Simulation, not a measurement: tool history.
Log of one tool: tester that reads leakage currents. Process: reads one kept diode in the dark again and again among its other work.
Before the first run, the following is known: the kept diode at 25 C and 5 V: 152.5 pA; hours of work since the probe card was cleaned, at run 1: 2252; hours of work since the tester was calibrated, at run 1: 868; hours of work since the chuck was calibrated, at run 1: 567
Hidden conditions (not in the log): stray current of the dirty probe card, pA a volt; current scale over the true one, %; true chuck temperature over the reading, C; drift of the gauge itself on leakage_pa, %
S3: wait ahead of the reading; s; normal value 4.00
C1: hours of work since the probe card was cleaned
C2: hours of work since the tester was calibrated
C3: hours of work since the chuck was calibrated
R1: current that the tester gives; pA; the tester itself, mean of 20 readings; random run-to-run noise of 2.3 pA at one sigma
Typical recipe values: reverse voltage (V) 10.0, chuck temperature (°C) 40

run 1 hour=0.0 | reverse_voltage_(V)=10.0 chuck_temperature_(°C)=40 S3=4.00 | C1=2252 C2=868 C3=567 | R1=792.52
run 2 hour=37.7 | reverse_voltage_(V)=14.7 chuck_temperature_(°C)=40 S3=4.00 | C1=2272 C2=889 C3=588 | R1=915.52
run 3 hour=89.5 | reverse_voltage_(V)=14.7 chuck_temperature_(°C)=40 S3=4.00 | C1=2301 C2=917 C3=616 | R1=914.97
run 4 hour=114.5 | reverse_voltage_(V)=14.7 chuck_temperature_(°C)=20 S3=4.00 | C1=2315 C2=931 C3=630 | R1=163.19
run 5 hour=156.3 | reverse_voltage_(V)=10.0 chuck_temperature_(°C)=40 S3=0.79 | C1=2338 C2=954 C3=653 | R1=794.33
run 6 hour=183.8 | reverse_voltage_(V)=10.0 chuck_temperature_(°C)=40 S3=4.89 | C1=2353 C2=970 C3=669 | R1=797.59
run 7 hour=211.1 | reverse_voltage_(V)=8.2 chuck_temperature_(°C)=40 S3=4.00 | C1=2369 C2=985 C3=684 | R1=739.31
run 8 hour=244.4 | reverse_voltage_(V)=6.8 chuck_temperature_(°C)=40 S3=4.00 | C1=2387 C2=1003 C3=702 | R1=684.18
run 9 hour=267.7 | reverse_voltage_(V)=9.2 chuck_temperature_(°C)=40 S3=4.00 | C1=2400 C2=1016 C3=715 | R1=771.65
run 10 hour=311.1 | reverse_voltage_(V)=10.0 chuck_temperature_(°C)=40 S3=4.00 | C1=2424 C2=1040 C3=739 | R1=791.70
run 11 hour=339.5 | reverse_voltage_(V)=10.0 chuck_temperature_(°C)=40 S3=4.00 | C1=2440 C2=1056 C3=755 | R1=798.84
run 12 hour=375.9 | reverse_voltage_(V)=9.3 chuck_temperature_(°C)=40 S3=4.00 | C1=2460 C2=1076 C3=775 | R1=772.51
run 13 hour=406.8 | reverse_voltage_(V)=9.3 chuck_temperature_(°C)=40 S3=4.00 | C1=2477 C2=1093 C3=792 | R1=776.64
run 14 hour=442.4 | reverse_voltage_(V)=9.3 chuck_temperature_(°C)=40 S3=4.00 | C1=2497 C2=1113 C3=812 | R1=781.34
run 15 hour=469.3 | reverse_voltage_(V)=9.3 chuck_temperature_(°C)=40 S3=4.00 | C1=2512 C2=1128 C3=827 | R1=780.85
run 16 hour=495.7 | reverse_voltage_(V)=9.3 chuck_temperature_(°C)=40 S3=4.00 | C1=2526 C2=1142 C3=841 | R1=776.73
run 17 hour=522.1 | reverse_voltage_(V)=9.3 chuck_temperature_(°C)=40 S3=4.00 | C1=2541 C2=1157 C3=856 | R1=775.94
run 18 hour=561.5 | reverse_voltage_(V)=10.0 chuck_temperature_(°C)=40 S3=4.00 | C1=2563 C2=1179 C3=878 | R1=802.11
run 19 hour=590.2 | reverse_voltage_(V)=10.0 chuck_temperature_(°C)=40 S3=4.00 | C1=2579 C2=1195 C3=894 | R1=803.10
run 20 hour=643.6 | reverse_voltage_(V)=10.0 chuck_temperature_(°C)=40 S3=4.00 | C1=2608 C2=1224 C3=923 | R1=801.55
run 21 hour=681.7 | reverse_voltage_(V)=10.0 chuck_temperature_(°C)=40 S3=4.00 | C1=2629 C2=1245 C3=944 | R1=804.32
run 22 hour=707.2 | reverse_voltage_(V)=13.7 chuck_temperature_(°C)=31 S3=0.47 | C1=2643 C2=1260 C3=958 | R1=423.86
run 23 hour=730.4 | reverse_voltage_(V)=2.6 chuck_temperature_(°C)=25 S3=1.04 | C1=2656 C2=1272 C3=971 | R1=130.02
run 24 hour=777.6 | reverse_voltage_(V)=10.0 chuck_temperature_(°C)=40 S3=0.31 | C1=2682 C2=1299 C3=997 | R1=806.61
run 25 hour=816.9 | reverse_voltage_(V)=10.0 chuck_temperature_(°C)=40 S3=5.39 | C1=2704 C2=1320 C3=1019 | R1=804.74
run 26 hour=846.8 | reverse_voltage_(V)=17.1 chuck_temperature_(°C)=40 S3=5.39 | C1=2721 C2=1337 C3=1036 | R1=993.08
run 27 hour=889.9 | reverse_voltage_(V)=17.1 chuck_temperature_(°C)=24 S3=8.70 | C1=2744 C2=1361 C3=1060 | R1=252.67
run 28 hour=939.8 | reverse_voltage_(V)=1.2 chuck_temperature_(°C)=30 S3=3.42 | C1=2772 C2=1388 C3=1087 | R1=152.77
run 29 hour=980.7 | reverse_voltage_(V)=10.0 chuck_temperature_(°C)=37 S3=4.00 | C1=2795 C2=1411 C3=1110 | R1=629.01
run 30 hour=1009.9 | reverse_voltage_(V)=1.3 chuck_temperature_(°C)=22 S3=4.00 | C1=2811 C2=1427 C3=1126 | R1=75.81

Run 31, settings as shown, results not yet in. Your forecast:
run 31 hour=1038.2 | reverse_voltage_(V)=1.3 chuck_temperature_(°C)=36 S3=4.00 | C1=2827 C2=1443 C3=1142 | R1=?

{"run 31": {"R1": 267.87}}
Had the tool carried no hidden state, the very same run would have given R1 252.84 pA.

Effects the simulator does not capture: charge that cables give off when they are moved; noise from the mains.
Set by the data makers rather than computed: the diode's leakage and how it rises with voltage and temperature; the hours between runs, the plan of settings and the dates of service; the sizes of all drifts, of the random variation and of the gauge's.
